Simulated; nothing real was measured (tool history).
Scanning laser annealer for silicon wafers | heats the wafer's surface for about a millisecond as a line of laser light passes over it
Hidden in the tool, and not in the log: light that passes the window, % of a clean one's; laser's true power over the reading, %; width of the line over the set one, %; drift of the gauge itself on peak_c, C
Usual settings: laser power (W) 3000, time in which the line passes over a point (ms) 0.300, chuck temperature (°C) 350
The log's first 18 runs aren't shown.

| run | day | laser power (W) | time in which the line passes over a point (ms) | chuck temperature (°C) | hours of work since the window was cleaned | hours of work since the power meter was calibrated | hours of work since the optics were aligned | highest temperature of the surface (°C) |
|---|---|---|---|---|---|---|---|---|
| 19 | 31.433 | 3278 | 0.300 | 350 | 50 | 479 | 479 | 1280 |
| 20 | 32.554 | 2761 | 0.300 | 350 | 67 | 496 | 496 | 1098 |
| 21 | 33.938 | 2761 | 0.300 | 350 | 88 | 517 | 517 | 1098 |
| 22 | 35.950 | 2839 | 0.367 | 345 | 119 | 548 | 548 | 1217 |
| 23 | 37.842 | 2692 | 0.297 | 326 | 147 | 576 | 576 | 1043 |
| 24 | 40.233 | 2692 | 0.297 | 326 | 184 | 613 | 613 | 1041 |
| 25 | 42.379 | 2969 | 0.256 | 334 | 216 | 645 | 645 | 1071 |
| 26 | 44.625 | 2969 | 0.256 | 334 | 250 | 679 | 679 | 1070 |
| 27 | 46.196 | 3161 | 0.334 | 382 | 274 | 703 | 703 | 1316 |
| 28 | 47.312 | 3236 | 0.227 | 375 | 291 | 720 | 720 | 1137 |
| 29 | 48.408 | 3236 | 0.227 | 375 | 308 | 737 | 737 | 1136 |
| 30 | 51.042 | 3029 | 0.300 | 350 | 348 | 777 | 777 | 1176 |
| 31 | 53.325 | 2778 | 0.227 | 350 | 382 | 811 | 811 | 972 |
| 32 | 55.092 | 3183 | 0.369 | 389 | 409 | 838 | 838 | 1373 |
|  | 56.462 | window over the wafer cleaned |
| 33 | 57.417 | 3000 | 0.300 | 389 | 14 | 872 | 872 | 1219 |
| 34 | 59.525 | 3000 | 0.300 | 389 | 46 | 904 | 904 | 1218 |
| 35 | 61.912 | 3000 | 0.300 | 389 | 83 | 940 | 940 | 1213 |
| 36 | 64.008 | 3238 | 0.300 | 366 | 115 | 972 | 972 | 1273 |
| 37 | 65.412 | 2726 | 0.300 | 321 | 136 | 994 | 994 | 1049 |
| 38 | 66.504 | 3000 | 0.346 | 351 | 153 | 1010 | 1010 | 1244 |
| 39 | 67.796 | 3094 | 0.321 | 342 | 172 | 1030 | 1030 | 1231 |
| 40 | 69.683 | 3094 | 0.321 | 342 | 201 | 1058 | 1058 | 1228 |
| 41 | 71.046 | 3094 | 0.321 | 342 | 221 | 1079 | 1079 | 1229 |

Forecast each of these 4 alternatives for the next run:
| A | 73.671 | 3094 | 0.321 | 346 | 261 | 1119 | 1119 | ? |
| B | 73.671 | 2720 | 0.300 | 350 | 261 | 1119 | 1119 | ? |
| C | 73.671 | 2699 | 0.257 | 354 | 261 | 1119 | 1119 | ? |
| D | 73.671 | 3139 | 0.321 | 342 | 261 | 1119 | 1119 | ? |

| run | highest temperature of the surface (°C) |
|---|---|
| A | 1232 |
| B | 1068 |
| C | 1003 |
| D | 1242 |
Without the tool's hidden state the same runs would have given:
| run | highest temperature of the surface (°C) |
|---|---|
| A | 1263 |
| B | 1094 |
| C | 1026 |
| D | 1273 |

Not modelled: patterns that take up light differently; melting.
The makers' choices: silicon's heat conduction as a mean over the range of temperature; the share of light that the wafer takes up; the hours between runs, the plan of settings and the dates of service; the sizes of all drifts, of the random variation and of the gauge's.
